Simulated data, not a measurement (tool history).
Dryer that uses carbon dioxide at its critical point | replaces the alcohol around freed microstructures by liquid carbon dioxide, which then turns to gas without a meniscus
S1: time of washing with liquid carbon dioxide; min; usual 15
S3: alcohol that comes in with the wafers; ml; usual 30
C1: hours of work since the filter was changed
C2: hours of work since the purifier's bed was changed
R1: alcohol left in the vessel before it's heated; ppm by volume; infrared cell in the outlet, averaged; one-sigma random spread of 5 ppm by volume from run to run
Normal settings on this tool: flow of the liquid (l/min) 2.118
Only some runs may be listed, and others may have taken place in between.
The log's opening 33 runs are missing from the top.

run 34 day=63.008 | S1=21 flow_of_the_liquid_(l/min)=1.360 S3=51 | C1=240 C2=459 | R1=170
run 35 day=64.425 | S1=21 flow_of_the_liquid_(l/min)=1.360 S3=51 | C1=261 C2=480 | R1=174
run 36 day=66.221 | S1=21 flow_of_the_liquid_(l/min)=1.360 S3=51 | C1=287 C2=506 | R1=181
-- day=67.492 inlet filter changed
run 37 day=68.308 | S1=21 flow_of_the_liquid_(l/min)=1.360 S3=51 | C1=12 C2=537 | R1=165
run 38 day=69.950 | S1=16 flow_of_the_liquid_(l/min)=1.610 S3=30 | C1=36 C2=561 | R1=171
run 39 day=71.283 | S1=21 flow_of_the_liquid_(l/min)=1.610 S3=69 | C1=56 C2=581 | R1=156
run 40 day=73.879 | S1=21 flow_of_the_liquid_(l/min)=1.610 S3=69 | C1=94 C2=619 | R1=173
run 41 day=75.821 | S1=15 flow_of_the_liquid_(l/min)=2.118 S3=46 | C1=123 C2=648 | R1=181
run 42 day=78.304 | S1=23 flow_of_the_liquid_(l/min)=2.118 S3=45 | C1=160 C2=684 | R1=178
run 43 day=80.358 | S1=10 flow_of_the_liquid_(l/min)=2.118 S3=30 | C1=190 C2=715 | R1=266
run 44 day=81.896 | S1=10 flow_of_the_liquid_(l/min)=2.118 S3=30 | C1=213 C2=737 | R1=292
run 45 day=83.358 | S1=14 flow_of_the_liquid_(l/min)=1.540 S3=33 | C1=234 C2=759 | R1=298
run 46 day=85.862 | S1=14 flow_of_the_liquid_(l/min)=2.110 S3=33 | C1=271 C2=796 | R1=225

4 ways to go on from here, each from the tool as it stands after run 46. What would each give?
run A day=87.788 | S1=9 flow_of_the_liquid_(l/min)=2.118 S3=30 | C1=300 C2=824 | R1=?
run B day=87.788 | S1=17 flow_of_the_liquid_(l/min)=2.110 S3=33 | C1=300 C2=824 | R1=?
run C day=87.788 | S1=19 flow_of_the_liquid_(l/min)=2.118 S3=39 | C1=300 C2=824 | R1=?
run D day=87.788 | S1=24 flow_of_the_liquid_(l/min)=2.110 S3=45 | C1=300 C2=824 | R1=?

run=A R1=401
run=B R1=221
run=C R1=214
run=D R1=204
Stripped of hidden state, with their random variation kept, the same runs would have yielded:
run=A R1=101
run=B R1=7
run=C R1=5
run=D R1=2

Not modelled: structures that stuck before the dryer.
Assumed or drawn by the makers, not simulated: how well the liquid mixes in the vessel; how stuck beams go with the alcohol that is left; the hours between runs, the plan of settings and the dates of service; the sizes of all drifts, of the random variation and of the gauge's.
